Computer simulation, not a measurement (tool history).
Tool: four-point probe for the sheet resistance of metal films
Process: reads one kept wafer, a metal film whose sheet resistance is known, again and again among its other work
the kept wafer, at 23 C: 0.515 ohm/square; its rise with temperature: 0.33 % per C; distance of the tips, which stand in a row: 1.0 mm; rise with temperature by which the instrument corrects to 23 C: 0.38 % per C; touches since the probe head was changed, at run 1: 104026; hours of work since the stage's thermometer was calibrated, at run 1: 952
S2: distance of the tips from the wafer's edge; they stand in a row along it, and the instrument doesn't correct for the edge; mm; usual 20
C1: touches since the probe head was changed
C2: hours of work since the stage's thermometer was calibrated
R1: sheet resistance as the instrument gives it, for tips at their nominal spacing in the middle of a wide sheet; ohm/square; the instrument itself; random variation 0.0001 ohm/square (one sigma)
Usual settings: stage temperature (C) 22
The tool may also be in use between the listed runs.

{"run": 1, "hour": 0.0, "stage temperature (C)": 22, "S2": 20, "C1": 104026, "C2": 952, "R1": 0.512978}
{"run": 2, "hour": 32.4, "stage temperature (C)": 22, "S2": 20, "C1": 105311, "C2": 969, "R1": 0.512892}
{"run": 3, "hour": 69.8, "stage temperature (C)": 22, "S2": 20, "C1": 106797, "C2": 987, "R1": 0.512983}
{"run": 4, "hour": 126.8, "stage temperature (C)": 22, "S2": 20, "C1": 109059, "C2": 1015, "R1": 0.512815}
{"run": 5, "hour": 190.4, "stage temperature (C)": 22, "S2": 20, "C1": 111588, "C2": 1047, "R1": 0.512861}
{"run": 6, "hour": 255.0, "stage temperature (C)": 22, "S2": 20, "C1": 114151, "C2": 1079, "R1": 0.512652}
{"run": 7, "hour": 297.5, "stage temperature (C)": 30, "S2": 20, "C1": 115840, "C2": 1100, "R1": 0.510685}
{"run": 8, "hour": 334.3, "stage temperature (C)": 22, "S2": 20, "C1": 117302, "C2": 1118, "R1": 0.512501}
{"run": 9, "hour": 364.8, "stage temperature (C)": 22, "S2": 20, "C1": 118513, "C2": 1134, "R1": 0.512451}
{"run": 10, "hour": 425.5, "stage temperature (C)": 21, "S2": 20, "C1": 120924, "C2": 1164, "R1": 0.512717}
{"run": 11, "hour": 461.7, "stage temperature (C)": 19, "S2": 20, "C1": 122362, "C2": 1182, "R1": 0.51341}
{"run": 12, "hour": 504.4, "stage temperature (C)": 19, "S2": 20, "C1": 124055, "C2": 1203, "R1": 0.513123}
{"run": 13, "hour": 561.7, "stage temperature (C)": 19, "S2": 20, "C1": 126331, "C2": 1231, "R1": 0.513074}
{"run": 14, "hour": 621.4, "stage temperature (C)": 19, "S2": 20, "C1": 128705, "C2": 1261, "R1": 0.512921}
{"run": 15, "hour": 684.5, "stage temperature (C)": 19, "S2": 20, "C1": 131211, "C2": 1292, "R1": 0.51299}
{"run": 16, "hour": 721.9, "stage temperature (C)": 19, "S2": 20, "C1": 132696, "C2": 1311, "R1": 0.512992}
{"run": 17, "hour": 754.3, "stage temperature (C)": 22, "S2": 27, "C1": 133980, "C2": 1327, "R1": 0.511941}
{"run": 18, "hour": 814.7, "stage temperature (C)": 22, "S2": 27, "C1": 136378, "C2": 1357, "R1": 0.511823}
{"run": 19, "hour": 876.2, "stage temperature (C)": 22, "S2": 27, "C1": 138821, "C2": 1388, "R1": 0.511847}
{"run": 20, "hour": 909.0, "stage temperature (C)": 22, "S2": 27, "C1": 140124, "C2": 1404, "R1": 0.511661}
{"run": 21, "hour": 959.1, "stage temperature (C)": 32, "S2": 27, "C1": 142115, "C2": 1429, "R1": 0.509212}
{"run": 22, "hour": 988.9, "stage temperature (C)": 21, "S2": 20, "C1": 143297, "C2": 1444, "R1": 0.512139}
{"run": 23, "hour": 1027.6, "stage temperature (C)": 31, "S2": 20, "C1": 144835, "C2": 1463, "R1": 0.509726}
{"run": 24, "hour": 1081.2, "stage temperature (C)": 31, "S2": 20, "C1": 146962, "C2": 1489, "R1": 0.50977}
{"run": 25, "hour": 1107.7, "stage temperature (C)": 25, "S2": 55, "C1": 148016, "C2": 1503, "R1": 0.510556}
{"run": 26, "hour": 1147.6, "stage temperature (C)": 25, "S2": 55, "C1": 149601, "C2": 1522, "R1": 0.510523}
{"run": 27, "hour": 1186.9, "stage temperature (C)": 18, "S2": 12, "C1": 151161, "C2": 1542, "R1": 0.514003}
{"run": 28, "hour": 1213.9, "stage temperature (C)": 20, "S2": 4, "C1": 152233, "C2": 1555, "R1": 0.528292}
{"run": 29, "hour": 1269.5, "stage temperature (C)": 20, "S2": 4, "C1": 154440, "C2": 1583, "R1": 0.528131}
{"run": 30, "hour": 1311.1, "stage temperature (C)": 19, "S2": 11, "C1": 156093, "C2": 1604, "R1": 0.514117}
{"run": 31, "hour": 1358.0, "stage temperature (C)": 21, "S2": 9, "C1": 157955, "C2": 1627, "R1": 0.51451}
{"run": 32, "hour": 1404.3, "stage temperature (C)": 22, "S2": 27, "C1": 159793, "C2": 1650, "R1": 0.511184}
{"run": 33, "hour": 1455.2, "stage temperature (C)": 22, "S2": 27, "C1": 161818, "C2": 1675, "R1": 0.511252}
{"run": 34, "hour": 1500.8, "stage temperature (C)": 29, "S2": 66, "C1": 163629, "C2": 1698, "R1": 0.509127}
{"run": 35, "hour": 1560.0, "stage temperature (C)": 30, "S2": 25, "C1": 165979, "C2": 1727, "R1": 0.509284}
{"run": 36, "hour": 1588.5, "stage temperature (C)": 30, "S2": 25, "C1": 167110, "C2": 1741, "R1": 0.50919}
{"run": 37, "hour": 1638.1, "stage temperature (C)": 22, "S2": 6, "C1": 169080, "C2": 1766, "R1": 0.518153}
{"run": 38, "hour": 1671.3, "stage temperature (C)": 29, "S2": 7, "C1": 170397, "C2": 1782, "R1": 0.51442}
{"run": 39, "hour": 1707.0, "stage temperature (C)": 25, "S2": 5, "C1": 171814, "C2": 1800, "R1": 0.520662}
{"run": 40, "hour": 1747.7, "stage temperature (C)": 27, "S2": 22, "C1": 173434, "C2": 1820, "R1": 0.509982}
{"run": 41, "hour": 1809.7, "stage temperature (C)": 27, "S2": 22, "C1": 175896, "C2": 1851, "R1": 0.509803}
{"run": 42, "hour": 1858.7, "stage temperature (C)": 27, "S2": 22, "C1": 177842, "C2": 1875, "R1": 0.509915}
{"run": 43, "hour": 1900.5, "stage temperature (C)": 27, "S2": 22, "C1": 179500, "C2": 1896, "R1": 0.509721}
{"run": 44, "hour": 1941.4, "stage temperature (C)": 24, "S2": 36, "C1": 181123, "C2": 1916, "R1": 0.510086}
{"run": 45, "hour": 1999.8, "stage temperature (C)": 30, "S2": 5, "C1": 183444, "C2": 1946, "R1": 0.519266}

Hidden state or all else? Some run-to-run changes of R1, split into what the settings, what came in and random variation would give without the hidden state, and what is left for the hidden state (with any gauge scatter that isn't in both results):
The hidden state here: inner tips' distance over the nominal, %; tips' flats over new ones', %; wafer's true temperature over the reading, C; drift of the gauge itself on sheet_ohm, %.
Run 27 -> 28: stage temperature (C) 18 -> 20, S2 12 -> 4. R1 +0.014289 ohm/square: hidden state -0.000134, all else +0.014423.
Run 29 -> 30: stage temperature (C) 20 -> 19, S2 4 -> 11. R1 -0.014014 ohm/square: hidden state +0.000068, all else -0.014082.
Run 36 -> 37: stage temperature (C) 30 -> 22, S2 25 -> 6. R1 +0.008963 ohm/square: hidden state -0.000102, all else +0.009065.
Run 39 -> 40: stage temperature (C) 25 -> 27, S2 5 -> 22. R1 -0.010680 ohm/square: hidden state +0.000045, all else -0.010725.
Run 44 -> 45: stage temperature (C) 24 -> 30, S2 36 -> 5. R1 +0.009180 ohm/square: hidden state -0.000147, all else +0.009327.
